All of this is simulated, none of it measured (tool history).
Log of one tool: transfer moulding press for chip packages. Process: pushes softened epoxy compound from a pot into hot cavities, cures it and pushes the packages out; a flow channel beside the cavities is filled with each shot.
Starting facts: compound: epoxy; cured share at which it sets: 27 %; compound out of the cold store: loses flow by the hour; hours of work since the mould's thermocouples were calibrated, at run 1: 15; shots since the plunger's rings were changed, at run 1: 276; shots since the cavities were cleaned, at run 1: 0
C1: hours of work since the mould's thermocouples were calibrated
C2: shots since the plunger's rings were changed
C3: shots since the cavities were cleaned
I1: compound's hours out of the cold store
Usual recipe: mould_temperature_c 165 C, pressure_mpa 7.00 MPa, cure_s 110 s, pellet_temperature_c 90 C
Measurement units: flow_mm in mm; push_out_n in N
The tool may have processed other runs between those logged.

run 1 hour=0.0 | mould_temperature_c=165 pressure_mpa=7.00 cure_s=110 pellet_temperature_c=90 | C1=15 C2=276 C3=0 | I1=32.5 | flow_mm=671 push_out_n=423
run 2 hour=48.0 | mould_temperature_c=165 pressure_mpa=7.00 cure_s=110 pellet_temperature_c=90 | C1=36 C2=642 C3=366 | I1=46.2 | flow_mm=631 push_out_n=634
-- hour=81.3 cavities cleaned with cleaning compound and waxed
run 3 hour=86.2 | mould_temperature_c=165 pressure_mpa=7.00 cure_s=110 pellet_temperature_c=90 | C1=51 C2=921 C3=37 | I1=10.0 | flow_mm=729 push_out_n=854
run 4 hour=142.1 | mould_temperature_c=163 pressure_mpa=7.00 cure_s=110 pellet_temperature_c=90 | C1=75 C2=1346 C3=462 | I1=16.2 | flow_mm=712 push_out_n=1005
-- hour=159.7 cavities cleaned with cleaning compound and waxed
run 5 hour=208.5 | mould_temperature_c=163 pressure_mpa=7.00 cure_s=110 pellet_temperature_c=90 | C1=103 C2=1841 C3=372 | I1=36.1 | flow_mm=652 push_out_n=729
-- hour=237.3 cavities cleaned with cleaning compound and waxed
run 6 hour=247.4 | mould_temperature_c=163 pressure_mpa=6.18 cure_s=110 pellet_temperature_c=90 | C1=119 C2=2125 C3=77 | I1=34.8 | flow_mm=611 push_out_n=561
-- hour=287.4 cavities cleaned with cleaning compound and waxed, once more
run 7 hour=291.4 | mould_temperature_c=163 pressure_mpa=6.18 cure_s=110 pellet_temperature_c=90 | C1=137 C2=2449 C3=31 | I1=24.8 | flow_mm=634 push_out_n=523
run 8 hour=344.6 | mould_temperature_c=163 pressure_mpa=6.18 cure_s=110 pellet_temperature_c=90 | C1=159 C2=2854 C3=436 | I1=26.1 | flow_mm=622 push_out_n=750
-- hour=366.3 plunger's sealing rings changed
-- hour=367.8 cavities cleaned with cleaning compound and waxed
run 9 hour=398.0 | mould_temperature_c=163 pressure_mpa=6.18 cure_s=110 pellet_temperature_c=90 | C1=180 C2=230 C3=230 | I1=23.3 | flow_mm=667 push_out_n=651
-- hour=448.0 cavities cleaned with cleaning compound and waxed
run 10 hour=457.7 | mould_temperature_c=163 pressure_mpa=6.04 cure_s=110 pellet_temperature_c=90 | C1=205 C2=674 C3=74 | I1=19.8 | flow_mm=661 push_out_n=565
run 11 hour=505.9 | mould_temperature_c=163 pressure_mpa=6.04 cure_s=110 pellet_temperature_c=90 | C1=225 C2=1041 C3=441 | I1=25.5 | flow_mm=642 push_out_n=787
-- hour=525.4 cavities cleaned with cleaning compound and waxed
run 12 hour=570.9 | mould_temperature_c=165 pressure_mpa=7.00 cure_s=110 pellet_temperature_c=95 | C1=252 C2=1524 C3=347 | I1=35.4 | flow_mm=648 push_out_n=642
-- hour=603.1 cavities cleaned with cleaning compound and waxed
run 13 hour=627.8 | mould_temperature_c=165 pressure_mpa=7.00 cure_s=110 pellet_temperature_c=95 | C1=276 C2=1946 C3=189 | I1=23.3 | flow_mm=678 push_out_n=588
-- hour=683.1 cavities cleaned with cleaning compound and waxed
run 14 hour=683.9 | mould_temperature_c=165 pressure_mpa=7.00 cure_s=110 pellet_temperature_c=99 | C1=299 C2=2361 C3=6 | I1=43.7 | flow_mm=615 push_out_n=444
run 15 hour=722.0 | mould_temperature_c=165 pressure_mpa=7.00 cure_s=110 pellet_temperature_c=99 | C1=315 C2=2651 C3=296 | I1=35.8 | flow_mm=631 push_out_n=595
-- hour=761.8 cavities cleaned with cleaning compound and waxed
-- hour=774.3 plunger's sealing rings changed
run 16 hour=777.4 | mould_temperature_c=165 pressure_mpa=7.00 cure_s=110 pellet_temperature_c=99 | C1=337 C2=23 C3=99 | I1=46.1 | flow_mm=634 push_out_n=512
run 17 hour=830.6 | mould_temperature_c=162 pressure_mpa=7.48 cure_s=91 pellet_temperature_c=81 | C1=359 C2=428 C3=504 | I1=26.9 | flow_mm=723 push_out_n=1454
-- hour=845.3 cavities cleaned with cleaning compound and waxed
run 18 hour=860.8 | mould_temperature_c=162 pressure_mpa=6.96 cure_s=98 pellet_temperature_c=96 | C1=372 C2=647 C3=118 | I1=36.7 | flow_mm=663 push_out_n=767
-- hour=904.1 mould's thermocouples calibrated
run 19 hour=920.7 | mould_temperature_c=169 pressure_mpa=7.74 cure_s=105 pellet_temperature_c=91 | C1=7 C2=1088 C3=559 | I1=13.5 | flow_mm=735 push_out_n=644
-- hour=927.9 cavities cleaned with cleaning compound and waxed
run 20 hour=964.0 | mould_temperature_c=169 pressure_mpa=7.74 cure_s=105 pellet_temperature_c=91 | C1=25 C2=1405 C3=274 | I1=23.7 | flow_mm=703 push_out_n=557
-- hour=1008.0 cavities cleaned with cleaning compound and waxed
run 21 hour=1015.2 | mould_temperature_c=169 pressure_mpa=7.74 cure_s=105 pellet_temperature_c=91 | C1=46 C2=1784 C3=55 | I1=31.6 | flow_mm=672 push_out_n=429
run 22 hour=1054.5 | mould_temperature_c=158 pressure_mpa=6.54 cure_s=99 pellet_temperature_c=99 | C1=63 C2=2082 C3=353 | I1=26.0 | flow_mm=667 push_out_n=1333
-- hour=1086.0 cavities cleaned with cleaning compound and waxed
run 23 hour=1121.7 | mould_temperature_c=158 pressure_mpa=6.54 cure_s=114 pellet_temperature_c=99 | C1=90 C2=2583 C3=272 | I1=11.5 | flow_mm=706 push_out_n=916
-- hour=1164.6 cavities cleaned with cleaning compound and waxed
run 24 hour=1172.5 | mould_temperature_c=158 pressure_mpa=6.54 cure_s=114 pellet_temperature_c=99 | C1=111 C2=2958 C3=60 | I1=36.6 | flow_mm=629 push_out_n=689
-- hour=1181.1 plunger's sealing rings changed
run 25 hour=1239.5 | mould_temperature_c=162 pressure_mpa=7.88 cure_s=114 pellet_temperature_c=94 | C1=139 C2=445 C3=551 | I1=42.0 | flow_mm=696 push_out_n=791

4 ways to go on from here, each from the tool as it stands after run 25. What would each give?
-- hour=1247.1 cavities cleaned with cleaning compound and waxed
run A hour=1270.5 | mould_temperature_c=165 pressure_mpa=7.86 cure_s=110 pellet_temperature_c=90 | C1=151 C2=669 C3=178 | I1=45.5 | flow_mm=? push_out_n=?
-- hour=1247.1 cavities cleaned with cleaning compound and waxed
run B hour=1270.5 | mould_temperature_c=162 pressure_mpa=7.88 cure_s=114 pellet_temperature_c=97 | C1=151 C2=669 C3=178 | I1=13.9 | flow_mm=? push_out_n=?
-- hour=1247.1 cavities cleaned with cleaning compound and waxed
run C hour=1270.5 | mould_temperature_c=162 pressure_mpa=6.51 cure_s=95 pellet_temperature_c=94 | C1=151 C2=669 C3=178 | I1=24.9 | flow_mm=? push_out_n=?
-- hour=1247.1 cavities cleaned with cleaning compound and waxed
run D hour=1270.5 | mould_temperature_c=162 pressure_mpa=7.88 cure_s=145 pellet_temperature_c=94 | C1=151 C2=669 C3=178 | I1=36.2 | flow_mm=? push_out_n=?

run=A flow_mm=669 push_out_n=557
run=B flow_mm=786 push_out_n=647
run=C flow_mm=678 push_out_n=933
run=D flow_mm=713 push_out_n=501
Without the tool's hidden state the same runs would have given:
run=A flow_mm=676 push_out_n=417
run=B flow_mm=794 push_out_n=481
run=C flow_mm=684 push_out_n=688
run=D flow_mm=721 push_out_n=378
